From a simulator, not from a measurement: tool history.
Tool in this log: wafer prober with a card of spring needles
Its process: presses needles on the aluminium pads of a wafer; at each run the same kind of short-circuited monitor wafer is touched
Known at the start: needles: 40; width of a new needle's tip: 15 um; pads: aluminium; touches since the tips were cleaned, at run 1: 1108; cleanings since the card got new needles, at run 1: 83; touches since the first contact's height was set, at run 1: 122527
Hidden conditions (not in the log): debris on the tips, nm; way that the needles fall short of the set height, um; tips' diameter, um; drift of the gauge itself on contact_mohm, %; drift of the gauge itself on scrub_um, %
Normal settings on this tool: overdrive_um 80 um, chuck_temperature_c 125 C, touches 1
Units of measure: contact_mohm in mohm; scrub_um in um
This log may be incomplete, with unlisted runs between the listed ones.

run,day,overdrive_um,chuck_temperature_c,touches,touches since the tips were cleaned,cleanings since the card got new needles,touches since the first contact's height was set,contact_mohm,scrub_um
1,0.000,80,125,1,1108,83,122527,123,17.54
# day 0.488: tips cleaned on abrasive film
# day 1.025: tips cleaned on abrasive film
2,1.183,80,125,1,2429,85,140380,125,17.54
# day 1.438: height of the first contact set anew
# day 1.525: tips cleaned on abrasive film
# day 2.112: tips cleaned on abrasive film
3,2.429,80,125,3,4769,87,14903,125,17.59
# day 2.675: tips cleaned on abrasive film
# day 3.212: tips cleaned on abrasive film
4,3.317,80,125,3,1597,89,28288,121,17.61
# day 3.742: tips cleaned on abrasive film
# day 4.229: tips cleaned on abrasive film
5,4.388,81,125,3,2427,91,44456,122,17.80
# day 4.833: tips cleaned on abrasive film
# day 5.417: tips cleaned on abrasive film
# day 5.929: tips cleaned on abrasive film
6,5.929,80,125,1,0,94,67658,122,17.63
# day 6.508: tips cleaned on abrasive film
# day 7.092: tips cleaned on abrasive film
7,7.233,74,125,1,2126,96,87332,123,16.33
# day 7.604: tips cleaned on abrasive film
# day 8.192: tips cleaned on abrasive film
# day 8.771: tips cleaned on abrasive film
8,8.850,74,65,1,1170,99,111711,116,16.37
# day 9.304: tips cleaned on abrasive film
9,9.783,74,65,1,7232,100,125814,116,16.39
# day 9.908: tips cleaned on abrasive film
# day 10.471: tips cleaned on abrasive film
# day 10.958: tips cleaned on abrasive film
# day 10.971: height of the first contact set anew
10,11.388,80,51,1,6361,103,6361,112,17.73
# day 11.512: tips cleaned on abrasive film
# day 12.004: tips cleaned on abrasive film
# day 12.558: tips cleaned on abrasive film
11,12.558,80,51,1,0,106,23919,115,17.77
# day 13.112: tips cleaned on abrasive film
# day 13.621: tips cleaned on abrasive film
12,13.688,93,67,1,1016,108,40961,113,20.67
# day 14.158: tips cleaned on abrasive film
# day 14.683: tips cleaned on abrasive film
13,14.796,62,67,2,1694,110,57682,120,13.82
# day 15.233: tips cleaned on abrasive film
# day 15.792: tips cleaned on abrasive film
14,16.075,65,25,1,4345,112,77008,112,14.48
# day 16.321: tips cleaned on abrasive film
# day 16.812: tips cleaned on abrasive film
15,17.162,65,25,1,5324,114,93370,113,14.49
# day 17.396: tips cleaned on abrasive film
# day 17.933: tips cleaned on abrasive film
# day 18.458: tips cleaned on abrasive film
# day 18.975: tips cleaned on abrasive film
16,18.975,65,25,1,0,118,120680,114,14.53
# day 19.529: tips cleaned on abrasive film
# day 20.038: tips cleaned on abrasive film
17,20.317,65,25,1,4280,120,140941,111,14.53
# day 20.562: tips cleaned on abrasive film
# day 20.575: height of the first contact set anew
# day 20.938: gauge calibrated
# day 21.162: tips cleaned on abrasive film
# day 21.775: tips cleaned on abrasive film
18,21.896,69,28,1,1854,123,19924,113,15.14
# day 22.267: tips cleaned on abrasive film
# day 22.804: tips cleaned on abrasive film
19,22.971,91,125,1,2502,125,36127,122,19.98
# day 23.333: tips cleaned on abrasive film
# day 23.946: tips cleaned on abrasive film
# day 24.529: tips cleaned on abrasive film
20,24.854,91,125,1,4949,128,64571,121,20.02
# day 25.058: tips cleaned on abrasive film
# day 25.638: tips cleaned on abrasive film
# day 26.150: tips cleaned on abrasive film
21,26.304,91,125,1,2334,131,86403,121,20.06

Each row is a separate what-if for the run after 21, all from the same tool condition, not one after another. Results?
# day 26.721: tips cleaned on abrasive film
A,27.108,87,95,2,5889,132,98560,?,?
# day 26.721: tips cleaned on abrasive film
B,27.108,65,113,1,5889,132,98560,?,?
# day 26.721: tips cleaned on abrasive film
C,27.108,72,125,1,5889,132,98560,?,?
# day 26.721: tips cleaned on abrasive film
D,27.108,72,46,2,5889,132,98560,?,?

run,contact_mohm,scrub_um
A,119,19.19
B,125,14.32
C,124,15.87
D,113,15.84
Had the tool no hidden state, the same runs would have come out as:
run,contact_mohm,scrub_um
A,119,19.07
B,124,14.23
C,123,15.77
D,112,15.74

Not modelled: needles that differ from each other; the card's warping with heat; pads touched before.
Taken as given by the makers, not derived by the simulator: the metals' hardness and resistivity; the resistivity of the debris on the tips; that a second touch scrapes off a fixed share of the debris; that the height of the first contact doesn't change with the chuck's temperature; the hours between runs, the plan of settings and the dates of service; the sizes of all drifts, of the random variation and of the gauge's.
